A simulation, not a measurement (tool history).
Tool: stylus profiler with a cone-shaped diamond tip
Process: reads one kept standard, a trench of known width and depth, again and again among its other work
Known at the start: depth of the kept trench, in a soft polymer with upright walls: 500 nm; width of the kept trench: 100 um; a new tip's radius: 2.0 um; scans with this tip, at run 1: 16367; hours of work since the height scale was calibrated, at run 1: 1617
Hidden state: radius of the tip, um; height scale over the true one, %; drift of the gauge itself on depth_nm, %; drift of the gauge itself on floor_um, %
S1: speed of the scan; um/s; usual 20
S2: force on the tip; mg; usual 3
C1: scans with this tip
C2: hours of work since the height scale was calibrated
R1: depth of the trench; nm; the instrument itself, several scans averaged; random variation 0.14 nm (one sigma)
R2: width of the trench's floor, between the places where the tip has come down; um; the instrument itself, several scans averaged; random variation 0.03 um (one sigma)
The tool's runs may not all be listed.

{"run": 1, "hour": 0.0, "S1": 20, "S2": 3, "C1": 16367, "C2": 1617, "R1": 507.6, "R2": 96.52}
{"run": 2, "hour": 11.5, "S1": 8, "S2": 3, "C1": 16429, "C2": 1624, "R1": 507.7, "R2": 96.59}
{"run": 3, "hour": 18.1, "S1": 8, "S2": 3, "C1": 16464, "C2": 1627, "R1": 507.7, "R2": 96.49}
{"run": 4, "hour": 28.8, "S1": 8, "S2": 3, "C1": 16521, "C2": 1633, "R1": 507.59, "R2": 96.55}
{"run": 5, "hour": 42.9, "S1": 8, "S2": 3, "C1": 16597, "C2": 1640, "R1": 507.92, "R2": 96.59}
{"run": 6, "hour": 54.7, "S1": 20, "S2": 3, "C1": 16660, "C2": 1646, "R1": 507.85, "R2": 96.51}
{"run": 7, "hour": 62.0, "S1": 20, "S2": 3, "C1": 16699, "C2": 1650, "R1": 507.62, "R2": 96.46}
{"run": 8, "hour": 73.6, "S1": 20, "S2": 3, "C1": 16761, "C2": 1656, "R1": 507.65, "R2": 96.51}
{"run": 9, "hour": 84.6, "S1": 20, "S2": 3, "C1": 16820, "C2": 1662, "R1": 507.48, "R2": 96.46}
{"run": 10, "hour": 92.5, "S1": 9, "S2": 3, "C1": 16862, "C2": 1666, "R1": 507.78, "R2": 96.57}
{"run": 11, "hour": 99.2, "S1": 9, "S2": 3, "C1": 16898, "C2": 1670, "R1": 507.74, "R2": 96.54}
{"run": 12, "hour": 109.5, "S1": 80, "S2": 3, "C1": 16953, "C2": 1675, "R1": 507.76, "R2": 96.13}

Run 13 comes next. What will it give?
{"run": 13, "hour": 125.7, "S1": 80, "S2": 3, "C1": 17040, "C2": 1684, "R1": "?", "R2": "?"}

R1: 507.84 nm
R2: 96.13 um
Without the tool's hidden state the same run would have given R1 505.14 nm, R2 96.88 um.
